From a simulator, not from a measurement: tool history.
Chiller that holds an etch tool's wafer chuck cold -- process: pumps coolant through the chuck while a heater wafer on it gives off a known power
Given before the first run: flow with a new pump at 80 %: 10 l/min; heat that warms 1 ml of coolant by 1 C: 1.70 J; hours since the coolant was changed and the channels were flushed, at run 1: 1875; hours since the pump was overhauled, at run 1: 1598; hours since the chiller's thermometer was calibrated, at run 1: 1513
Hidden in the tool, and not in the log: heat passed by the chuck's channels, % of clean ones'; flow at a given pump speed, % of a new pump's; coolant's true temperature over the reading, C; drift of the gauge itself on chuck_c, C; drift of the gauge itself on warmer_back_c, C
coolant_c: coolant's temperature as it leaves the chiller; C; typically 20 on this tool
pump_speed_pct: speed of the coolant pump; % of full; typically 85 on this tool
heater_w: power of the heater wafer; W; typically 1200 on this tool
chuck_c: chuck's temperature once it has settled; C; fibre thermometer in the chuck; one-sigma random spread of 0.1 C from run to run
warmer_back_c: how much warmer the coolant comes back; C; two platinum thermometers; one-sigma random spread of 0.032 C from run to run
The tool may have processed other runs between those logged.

run	hour	coolant_c	pump_speed_pct	heater_w	hours since the coolant was changed and the channels were flushed	hours since the pump was overhauled	hours since the chiller's thermometer was calibrated	chuck_c	warmer_back_c
1	0	20	85	1200	1875	1598	1513	31.9	3.96
2	38.4	20	85	1200	1914	1637	1552	32.1	4.01
3	74.7	20	85	1200	1950	1673	1588	32	3.95
4	116.3	20	85	1200	1992	1714	1630	31.9	3.99
5	137.9	20	85	1200	2013	1736	1651	31.9	4
6	171.4	20	85	1200	2047	1769	1685	31.9	4.05
7	208	20	85	1382	2083	1806	1721	33.8	4.65
8	236	20	85	834	2111	1834	1749	28.1	2.8
9	261.6	21	85	1200	2137	1860	1775	33.1	4.09
10	292.5	21	85	1200	2168	1891	1806	33.1	4.05
11	312.4	21	85	1200	2188	1911	1826	33	4.11
12	336.7	21	85	1200	2212	1935	1850	32.8	4.1
13	360.3	21	85	1200	2236	1958	1874	32.9	4.11
14	404.5	20	85	1200	2280	2003	1918	32	4.09
15	446.4	20	85	1200	2322	2045	1960	31.8	4.16
16	471.8	20	67	1200	2347	2070	1985	35.2	5.35
17	496.2	23	80	1200	2371	2094	2010	35.7	4.41
18	540.9	23	80	1200	2416	2139	2054	35.6	4.48
19	568	16	62	1200	2443	2166	2081	32.4	5.9
20	604.7	12	85	790	2480	2203	2118	19.7	2.8
21	635.8	12	73	790	2511	2234	2149	21.2	3.34
22	675.1	22	97	1311	2550	2273	2188	33.5	4.08
23	709.5	12	96	1268	2585	2308	2223	23.2	3.92
24	734.3	14	65	782	2610	2332	2248	24.1	3.79
25	781	14	65	782	2656	2379	2294	24	3.77
26	816.7	24	85	843	2692	2415	2330	32.5	3.12
27	836.5	21	85	1318	2712	2435	2350	34.1	4.67
28	874.6	21	85	1318	2750	2473	2388	34.1	4.7
29	900.7	21	85	1318	2776	2499	2414	34.5	4.74
30	921.3	21	85	1318	2797	2519	2435	34.2	4.64
31	945.5	11	65	1200	2821	2544	2459	26.7	5.71

Alternative continuations, all from the tool just after run 31; predict every row:
A	969.2	23	71	682	2844	2567	2483	?	?
B	969.2	11	64	1200	2844	2567	2483	?	?
C	969.2	11	94	1171	2844	2567	2483	?	?
D	969.2	20	85	1475	2844	2567	2483	?	?
E	969.2	11	65	1623	2844	2567	2483	?	?

run	chuck_c	warmer_back_c
A	31.3	3.14
B	26.7	5.83
C	21.6	3.86
D	34.8	5.2
E	32	7.62
The same runs, with their run-to-run variation unchanged, on a tool lacking any hidden condition would have given:
run	chuck_c	warmer_back_c
A	31.2	2.78
B	26.7	5.46
C	21.6	3.49
D	34.8	4.82
E	32	7.25

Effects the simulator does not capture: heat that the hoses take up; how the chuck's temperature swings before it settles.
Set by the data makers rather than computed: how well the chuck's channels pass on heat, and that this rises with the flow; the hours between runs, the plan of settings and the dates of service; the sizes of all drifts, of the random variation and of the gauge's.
